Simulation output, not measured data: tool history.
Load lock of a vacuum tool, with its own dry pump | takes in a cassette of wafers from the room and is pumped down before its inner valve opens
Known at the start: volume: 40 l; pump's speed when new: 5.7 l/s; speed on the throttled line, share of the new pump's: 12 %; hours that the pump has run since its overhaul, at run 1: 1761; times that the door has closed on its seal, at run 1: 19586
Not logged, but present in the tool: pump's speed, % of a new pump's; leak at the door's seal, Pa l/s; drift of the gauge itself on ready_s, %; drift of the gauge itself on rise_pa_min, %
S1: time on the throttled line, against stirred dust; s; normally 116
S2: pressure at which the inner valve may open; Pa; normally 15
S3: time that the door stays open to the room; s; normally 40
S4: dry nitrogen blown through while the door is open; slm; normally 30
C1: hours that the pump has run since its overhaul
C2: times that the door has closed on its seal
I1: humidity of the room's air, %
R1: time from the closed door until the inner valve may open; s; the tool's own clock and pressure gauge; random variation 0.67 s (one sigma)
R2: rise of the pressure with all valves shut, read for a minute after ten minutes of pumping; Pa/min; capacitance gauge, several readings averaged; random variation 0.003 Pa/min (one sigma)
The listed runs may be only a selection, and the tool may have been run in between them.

run    hour   S1  S2   S3  S4    C1     C2    I1     R1     R2
  1       0  116  15   40  30  1761  19586  41.1    166  0.126
  2   280.6  116  15   40  30  2042  20686  43.3  164.8  0.142
  3   547.1  116  15   40  30  2308  21730  43.6  166.1  0.155
  4   878.6  116  15   40  30  2640  23029  46.6  167.5  0.166
  5  1318.2  116  15   40  30  3079  24752  46.1  167.4  0.181
  6    1730  116  13   40  30  3491  26366  46.6  168.6  0.197
  7  1943.5  116  13   40  30  3705  27202  44.2  169.2    0.2
  8    2148  116  13   40  30  3909  28004  42.3  168.9  0.209
  9  2625.7  116  13   40   7  4387  29876  43.6  170.3  0.259
 10  3093.2  116  16   40  30  4854  31708  45.8  169.5  0.254
 11  3308.7  219  15  179  30  5070  32553  43.8  259.9  0.294
 12  3706.9  100  27   51  30  5468  34113  47.3  150.5  0.287
 13  4112.9  133  29  130  24  5874  35704  44.4  179.3  0.334
 14  4471.1  133  13  130  24  6232  37108  41.4  186.9  0.348
 15  4700.6  176  15   40  30  6462  38007  49.2  223.1  0.331
 16  5190.8  160  15   40  34  6952  39929  45.4  209.7  0.354
 17  5517.6  160  15   40  34  7279  41209  50.4  209.6  0.365

For run 18, what comes out?
 18  5939.9  149  12  168  34  7701  42864  46.4   ?   ?

Logged for run 18: R1 201.7 s, R2 0.419 Pa/min.
Had the tool carried no hidden state, the very same run would have given R1 194.3 s, R2 0.048 Pa/min.
